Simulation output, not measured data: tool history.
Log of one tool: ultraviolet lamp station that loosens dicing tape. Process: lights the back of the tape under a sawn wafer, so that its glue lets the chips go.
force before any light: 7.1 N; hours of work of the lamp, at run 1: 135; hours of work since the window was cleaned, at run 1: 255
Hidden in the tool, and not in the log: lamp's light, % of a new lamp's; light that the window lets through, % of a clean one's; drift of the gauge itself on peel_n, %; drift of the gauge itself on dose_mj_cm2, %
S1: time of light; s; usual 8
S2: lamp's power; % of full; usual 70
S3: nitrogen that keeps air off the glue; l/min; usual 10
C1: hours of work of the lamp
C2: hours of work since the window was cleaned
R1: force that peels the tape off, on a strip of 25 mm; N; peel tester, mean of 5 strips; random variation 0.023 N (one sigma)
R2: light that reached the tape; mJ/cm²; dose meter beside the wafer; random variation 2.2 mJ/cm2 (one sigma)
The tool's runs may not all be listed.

run	hour	S1	S2	S3	C1	C2	R1	R2
1	0.0	8	70	10	135	255	1.316	167
2	21.1	8	70	10	147	267	1.299	165
3	34.6	8	70	10	155	275	1.317	167
4	46.7	8	70	10	162	282	1.308	163
5	64.2	8	70	6	172	292	1.648	165
6	89.1	8	70	10	186	306	1.330	163
7	104.9	8	70	3	196	316	2.050	161
8	116.8	8	70	3	202	322	2.044	166
9	135.8	8	70	3	213	333	2.035	163
10	154.1	8	70	7	224	344	1.595	161
11	176.3	8	70	7	237	357	1.596	161
12	196.7	8	70	10	248	368	1.428	158
13	217.8	8	70	10	260	380	1.433	157
14	233.8	5	70	10	270	390	2.643	92
15	256.5	8	70	10	283	403	1.442	154
16	271.2	8	70	10	291	411	1.456	157
17	286.2	8	70	10	300	420	1.498	157
18	304.5	8	83	10	310	430	1.127	183
19	327.5	8	83	10	323	443	1.146	180
# hour 334.7: window cleaned of glue's vapour
20	344.8	8	79	10	333	6	1.309	163
21	368.5	8	79	10	347	19	1.345	163
22	387.9	8	70	10	358	31	1.651	141
# hour 405.6: window cleaned of glue's vapour, once more
23	413.5	8	90	10	372	5	0.845	209
24	428.1	4	63	8	381	13	3.344	69
25	452.4	9	87	4	395	27	1.131	228
26	474.7	12	70	10	407	40	0.693	241
27	499.0	12	70	10	421	54	0.695	239
28	516.7	12	70	10	431	64	0.699	242
29	532.5	11	74	4	441	73	1.115	233
30	545.5	5	76	5	448	80	2.785	108
31	564.4	5	81	7	459	91	2.295	117
32	575.9	5	81	7	465	98	2.443	116
33	593.8	8	76	10	476	108	1.282	170
34	614.6	12	61	12	488	120	0.876	203
35	635.9	12	61	12	500	132	0.924	203
36	659.2	4	61	3	513	146	4.171	67
37	673.2	15	63	4	521	154	0.946	259

Run 38 comes next. What will it give?
38	698.9	4	65	4	536	168	?	?

Run 38 gave R1 3.844 N, R2 74 mJ/cm².
Without the tool's hidden state the same run would have given R1 3.412 N, R2 89 mJ/cm².

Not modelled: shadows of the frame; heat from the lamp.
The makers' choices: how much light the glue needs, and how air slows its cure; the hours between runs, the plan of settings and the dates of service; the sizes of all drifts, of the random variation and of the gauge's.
